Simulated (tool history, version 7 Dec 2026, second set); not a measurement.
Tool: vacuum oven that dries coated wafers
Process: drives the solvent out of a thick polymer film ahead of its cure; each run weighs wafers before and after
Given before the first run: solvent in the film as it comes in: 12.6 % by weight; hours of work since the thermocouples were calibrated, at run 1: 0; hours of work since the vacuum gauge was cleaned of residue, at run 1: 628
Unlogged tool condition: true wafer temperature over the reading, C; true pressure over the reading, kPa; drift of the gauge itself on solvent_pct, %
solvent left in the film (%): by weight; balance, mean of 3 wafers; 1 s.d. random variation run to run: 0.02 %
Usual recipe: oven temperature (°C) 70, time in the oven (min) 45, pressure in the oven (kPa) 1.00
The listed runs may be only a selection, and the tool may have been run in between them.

| run | hour | oven temperature (°C) | time in the oven (min) | pressure in the oven (kPa) | hours of work since the thermocouples were calibrated | hours of work since the vacuum gauge was cleaned of residue | solvent left in the film (%) |
|---|---|---|---|---|---|---|---|
| 1 | 0.0 | 70 | 45 | 1.00 | 0 | 628 | 1.96 |
| 2 | 23.3 | 70 | 45 | 1.00 | 15 | 644 | 1.93 |
| 3 | 75.0 | 70 | 45 | 1.00 | 49 | 677 | 1.99 |
| 4 | 125.5 | 70 | 45 | 1.00 | 82 | 710 | 1.96 |
| 5 | 148.8 | 70 | 45 | 1.67 | 97 | 726 | 2.86 |
| 6 | 176.9 | 70 | 45 | 1.67 | 116 | 744 | 2.92 |
| 7 | 223.3 | 70 | 45 | 1.67 | 146 | 774 | 2.92 |
| 8 | 267.1 | 70 | 45 | 1.67 | 175 | 803 | 2.93 |
| 9 | 313.2 | 70 | 45 | 1.67 | 205 | 833 | 2.99 |
| 10 | 343.8 | 70 | 45 | 2.69 | 225 | 853 | 4.35 |
| 11 | 366.6 | 70 | 74 | 1.00 | 240 | 868 | 1.67 |
| 12 | 395.1 | 70 | 45 | 1.52 | 258 | 887 | 2.77 |
| 13 | 432.9 | 70 | 45 | 1.52 | 283 | 911 | 2.80 |
| 14 | 463.1 | 70 | 45 | 1.00 | 303 | 931 | 2.11 |
| 15 | 493.0 | 70 | 45 | 1.00 | 322 | 950 | 2.09 |
| 16 | 542.9 | 70 | 45 | 1.00 | 355 | 983 | 2.14 |
| 17 | 576.8 | 70 | 45 | 1.00 | 377 | 1005 | 2.15 |
| 18 | 608.4 | 67 | 45 | 1.00 | 398 | 1026 | 2.72 |
| 19 | 652.7 | 70 | 45 | 1.00 | 427 | 1055 | 2.19 |
| 20 | 676.4 | 70 | 45 | 1.00 | 442 | 1070 | 2.21 |
| 21 | 726.3 | 56 | 37 | 1.43 | 475 | 1103 | 7.10 |
| 22 | 750.4 | 68 | 44 | 1.44 | 490 | 1119 | 3.21 |
| 23 | 778.0 | 68 | 44 | 1.44 | 508 | 1137 | 3.25 |
| 24 | 802.5 | 74 | 39 | 2.52 | 524 | 1153 | 3.57 |
| 25 | 839.9 | 74 | 39 | 2.52 | 549 | 1177 | 3.58 |
| 26 | 882.6 | 62 | 39 | 2.52 | 577 | 1205 | 6.97 |
| 27 | 907.9 | 57 | 24 | 1.70 | 593 | 1222 | 8.37 |
| 28 | 940.3 | 76 | 39 | 1.00 | 614 | 1243 | 1.58 |
| 29 | 982.3 | 76 | 39 | 1.00 | 642 | 1270 | 1.59 |
|  | 1004.4 | oven's thermocouples calibrated |
| 30 | 1013.3 | 76 | 39 | 1.00 | 6 | 1289 | 1.48 |
| 31 | 1054.5 | 76 | 39 | 1.00 | 33 | 1316 | 1.51 |
| 32 | 1105.1 | 76 | 39 | 1.00 | 66 | 1349 | 1.50 |
| 33 | 1154.1 | 76 | 39 | 1.00 | 98 | 1381 | 1.51 |
|  | 1163.4 | vacuum gauge cleaned of residue and calibrated |
| 34 | 1200.9 | 76 | 39 | 1.00 | 127 | 24 | 1.26 |
| 35 | 1227.7 | 56 | 43 | 2.97 | 145 | 42 | 9.17 |
| 36 | 1272.3 | 56 | 43 | 2.97 | 174 | 71 | 9.20 |
| 37 | 1323.9 | 82 | 33 | 2.63 | 208 | 105 | 2.34 |

Here are 5 independent what-if runs from the current tool condition. What would each one return?
| A | 1352.5 | 68 | 41 | 1.74 | 227 | 124 | ? |
| B | 1352.5 | 82 | 24 | 2.63 | 227 | 124 | ? |
| C | 1352.5 | 61 | 54 | 2.63 | 227 | 124 | ? |
| D | 1352.5 | 70 | 63 | 1.22 | 227 | 124 | ? |
| E | 1352.5 | 85 | 45 | 1.79 | 227 | 124 | ? |

| run | solvent left in the film (%) |
|---|---|
| A | 3.49 |
| B | 2.55 |
| C | 6.42 |
| D | 1.92 |
| E | 1.37 |
Stripped of hidden state, with their random variation kept, the same runs would have yielded:
| run | solvent left in the film (%) |
|---|---|
| A | 3.37 |
| B | 2.48 |
| C | 6.25 |
| D | 1.86 |
| E | 1.34 |
